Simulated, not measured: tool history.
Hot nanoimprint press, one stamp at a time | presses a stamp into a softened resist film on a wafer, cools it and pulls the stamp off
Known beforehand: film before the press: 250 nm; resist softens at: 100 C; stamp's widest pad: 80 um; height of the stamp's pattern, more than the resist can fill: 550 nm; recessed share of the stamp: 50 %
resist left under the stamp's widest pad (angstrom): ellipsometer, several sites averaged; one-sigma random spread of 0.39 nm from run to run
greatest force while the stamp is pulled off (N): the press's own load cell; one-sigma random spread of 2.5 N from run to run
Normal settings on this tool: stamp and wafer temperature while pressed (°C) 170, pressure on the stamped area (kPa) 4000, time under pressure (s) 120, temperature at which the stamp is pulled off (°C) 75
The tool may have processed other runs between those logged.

run	hour	stamp and wafer temperature while pressed (°C)	pressure on the stamped area (kPa)	time under pressure (s)	temperature at which the stamp is pulled off (°C)	resist left under the stamp's widest pad (angstrom)	greatest force while the stamp is pulled off (N)
1	0	170	4000	120	75	961	158
# hour 11.9: stamp cleaned and given a new release coat
2	29.3	170	4000	120	75	960	119
3	47.7	170	4000	120	75	957	119
4	71.5	170	4000	120	75	957	119
5	95	170	4000	141	75	898	120
6	124.8	170	4000	141	75	895	122
7	145.3	170	4000	141	75	893	130
8	170.1	170	4350	120	75	904	130
9	197.7	171	4350	120	75	869	131
10	225.8	170	4000	120	66	950	152
11	250.9	170	4000	120	66	950	153
12	282.4	170	4000	120	66	940	161
13	311.7	170	4000	120	66	953	168
14	343.2	170	3290	120	66	1053	166
15	372.3	163	4000	120	75	1263	141
16	389.5	170	3820	118	76	969	141
17	409.7	158	2810	120	76	1744	144
18	424.4	158	4030	107	76	1586	144
19	446.2	167	4030	107	62	1109	187
20	463.2	167	4030	107	62	1097	193
21	488.1	170	3700	120	75	972	147
22	509.2	170	6340	120	75	730	152
# hour 530.5: plate thermocouple calibrated
23	530.5	170	5980	68	63	993	199
24	546	170	5980	68	63	991	201
25	574.3	170	5400	120	61	838	214
26	595.5	170	4000	66	76	1211	161
# hour 616.8: stamp cleaned and given a new release coat
27	629.8	168	4870	160	83	865	101
28	657.6	170	3810	230	81	787	103
# hour 678.8: press's hydraulic seals changed and the load cell set to zero
29	695.9	181	3020	183	66	618	145
30	716.8	170	4550	120	75	884	120

Below, some changes in resist left under the stamp's widest pad (angstrom) between adjacent runs. For each, the amount present without the hidden state too (settings, incoming material, random variation) and the amount remaining for the hidden state with gauge scatter not shared by both compared results:
Hidden conditions of the tool in this case: true temperature over the reading, C; pressure that arrives at the usual setting, %; grip of the stamp's worn release coat, % over a new coat's; drift of the gauge itself on residual_nm, %; drift of the gauge itself on pull_off_n, %.
Run 16 -> 17: stamp and wafer temperature while pressed (°C) 170 -> 158, pressure on the stamped area (kPa) 3820 -> 2810, time under pressure (s) 118 -> 120. resist left under the stamp's widest pad (angstrom) +775: hidden state -16, all else +791.
Run 18 -> 19: stamp and wafer temperature while pressed (°C) 158 -> 167, temperature at which the stamp is pulled off (°C) 76 -> 62. resist left under the stamp's widest pad (angstrom) -477: hidden state +7, all else -484.
Run 22 -> 23: pressure on the stamped area (kPa) 6340 -> 5980, time under pressure (s) 120 -> 68, temperature at which the stamp is pulled off (°C) 75 -> 63, plate thermocouple calibrated. resist left under the stamp's widest pad (angstrom) +263: hidden state +46, all else +217.
Run 25 -> 26: pressure on the stamped area (kPa) 5400 -> 4000, time under pressure (s) 120 -> 66, temperature at which the stamp is pulled off (°C) 61 -> 76. resist left under the stamp's widest pad (angstrom) +373: hidden state +1, all else +372.
Run 28 -> 29: stamp and wafer temperature while pressed (°C) 170 -> 181, pressure on the stamped area (kPa) 3810 -> 3020, time under pressure (s) 230 -> 183, temperature at which the stamp is pulled off (°C) 81 -> 66, press's hydraulic seals changed and the load cell set to zero. resist left under the stamp's widest pad (angstrom) -169: hidden state -20, all else -149.
